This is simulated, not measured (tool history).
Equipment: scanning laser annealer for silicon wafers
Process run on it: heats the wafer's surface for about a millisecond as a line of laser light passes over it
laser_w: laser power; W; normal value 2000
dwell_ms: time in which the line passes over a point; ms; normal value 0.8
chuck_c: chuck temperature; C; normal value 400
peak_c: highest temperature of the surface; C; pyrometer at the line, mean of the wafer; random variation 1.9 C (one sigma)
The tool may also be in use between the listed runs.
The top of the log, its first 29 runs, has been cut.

run    hour  laser_w  dwell_ms  chuck_c  hours of work since the window was cleaned  hours of work since the power meter was calibrated  hours of work since the optics were aligned  peak_c
 30   968.1     1707     0.788      370                                         159                                                 462                                           90     995
 31  1000.8     1999       0.8      400                                         173                                                 476                                          104    1139
 32  1024.7     1749     0.836      361                                         183                                                 487                                          114    1017
 33  1049.8     1749     0.836      361                                         194                                                 497                                          125    1015
 34    1079     1749     0.836      361                                         207                                                 510                                          138    1021
 35  1119.1     1965     0.836      422                                         224                                                 527                                          155    1161
 36  1141.9     1965     0.836      422                                         234                                                 537                                          165    1161
 37  1165.6     1909     0.722      400                                         244                                                 547                                          175    1066
 38  1201.2     1950     0.563      400                                         259                                                 562                                          190    1004

What does the tool deliver on the next run?
 39  1241.5     2000     0.831      400                                         276                                                 579                                          207       ?

peak_c: 1149 C
On a tool with no hidden condition, and with the same random variation, this run would have come out at peak_c 1165 C.
